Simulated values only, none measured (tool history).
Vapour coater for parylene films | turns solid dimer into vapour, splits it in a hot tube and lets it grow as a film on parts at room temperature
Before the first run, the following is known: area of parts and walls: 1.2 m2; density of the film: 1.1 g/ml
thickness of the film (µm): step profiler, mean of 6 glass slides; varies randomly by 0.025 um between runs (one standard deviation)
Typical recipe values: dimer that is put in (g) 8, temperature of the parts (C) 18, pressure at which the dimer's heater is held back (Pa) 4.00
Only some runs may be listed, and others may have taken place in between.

run   hour  dimer that is put in (g)  temperature of the parts (C)  pressure at which the dimer's heater is held back (Pa)  thickness of the film (µm)
  1    0.0                         8                            18                                                    4.00                        3.40
  2   16.3                         8                            18                                                    4.00                        3.38
      37.1  -- trap's valve overhauled
  3   47.8                         8                            18                                                    4.00                        3.96
  4   67.9                         8                            18                                                    4.00                        3.89
  5   94.4                         8                            18                                                    4.00                        3.90
  6  107.4                         8                            18                                                    4.00                        3.88
  7  124.5                         8                            18                                                    5.47                        3.71
  8  138.8                         8                            18                                                    5.47                        3.66
  9  160.1                         8                            11                                                    4.00                        5.09
 10  176.6                         8                            11                                                    4.00                        5.12
 11  189.9                         8                            18                                                    4.00                        3.86
 12  213.5                         8                            18                                                    4.00                        3.78
 13  228.8                        13                            18                                                    4.00                        6.18
 14  244.4                         8                            10                                                    4.00                        5.19
 15  264.5                         8                            10                                                    4.00                        5.20
     266.7  -- table's thermometer calibrated
 16  288.9                         8                            18                                                    4.00                        3.72
 17  314.0                         8                            18                                                    4.00                        3.72
     324.7  -- table's thermometer calibrated, once more
 18  334.5                         8                            18                                                    5.91                        3.48
 19  351.5                         8                            18                                                    4.00                        3.69
 20  363.5                         8                            18                                                    3.72                        3.72
 21  388.3                         8                            18                                                    4.00                        3.62
 22  406.9                         8                            26                                                    4.00                        2.67
 23  427.3                         8                            26                                                    4.00                        2.62
 24  443.9                         8                            18                                                    4.00                        3.63
 25  456.4                         8                            18                                                    2.26                        3.98
 26  481.2                        11                            21                                                    2.23                        4.74

What will run 27 give?
 27  498.0                         8                            20                                                    4.42                           ?

{"run 27": {"thickness of the film (µm)": 3.22}}
With the hidden condition absent and the run-to-run variation left alone, this run would have shown thickness of the film (µm) 3.58.
